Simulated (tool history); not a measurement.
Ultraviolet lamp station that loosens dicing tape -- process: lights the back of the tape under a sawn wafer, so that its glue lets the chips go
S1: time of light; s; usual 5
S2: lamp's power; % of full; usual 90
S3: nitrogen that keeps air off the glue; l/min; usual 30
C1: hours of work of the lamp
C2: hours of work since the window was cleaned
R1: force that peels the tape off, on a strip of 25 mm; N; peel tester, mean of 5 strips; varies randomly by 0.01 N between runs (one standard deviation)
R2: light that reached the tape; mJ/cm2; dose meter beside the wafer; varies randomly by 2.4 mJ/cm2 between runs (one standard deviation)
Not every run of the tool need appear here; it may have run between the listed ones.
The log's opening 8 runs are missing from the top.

run     day  S1  S2  S3   C1   C2     R1   R2
  9   6.942   5  90  30  238  238  0.527  248
 10   7.571   5  90  30  244  244  0.536  245
 11   8.442   5  90  30  254  254  0.484  246
 12   9.133   5  90  30  261  261  0.486  245
      9.246  -- window cleaned of glue's vapour
 13  10.117   5  90  30  271    9  0.508  239
 14  11.046   5  90  30  281   19  0.513  243
 15  11.629   5  90  19  288   26  0.628  242
 16  12.783   5  90  19  300   38  0.638  240
 17  13.408   5  90  19  307   45  0.657  235
 18  14.342   5  90  19  317   55  0.646  239
 19  15.229   5  65  45  326   64  0.787  170
     15.996  -- window cleaned of glue's vapour, once more
 20  16.338   6  70  22  338    4  0.621  236
 21  17.117   6  71  10  346   12  0.899  239
 22  18.079   3  71  10  357   22   2.11  118
 23  18.854   3  71  10  365   31   2.03  118
 24  19.996   3  71  10  377   43  2.062  117
 25  21.283   3  71  10  391   57  2.034  119
 26  22.408   6  65  30  403   69  0.638  211
 27  23.517   7  66   9  415   81  0.844  250
 28  24.346   3  78  20  424   90   1.63  129
 29  25.533   3  78  20  437  102  1.552  129
 30  26.412   9  71  41  446  112  0.279  336
 31  27.083   5  73  17  454  119  0.917  196

Branching from run 31: 3 alternative next runs. What would each branch give?
  A  27.929   6  73  17  463  128   ?   ?
  B  27.929   4  90  30  463  128   ?   ?
  C  27.929   3  73  44  463  128   ?   ?

run     R1   R2
  A  0.717  236
  B   0.76  191
  C  1.342  117
The same runs, with their run-to-run variation unchanged, on a tool lacking any hidden condition would have given:
run     R1   R2
  A  0.594  265
  B  0.628  214
  C  1.157  131

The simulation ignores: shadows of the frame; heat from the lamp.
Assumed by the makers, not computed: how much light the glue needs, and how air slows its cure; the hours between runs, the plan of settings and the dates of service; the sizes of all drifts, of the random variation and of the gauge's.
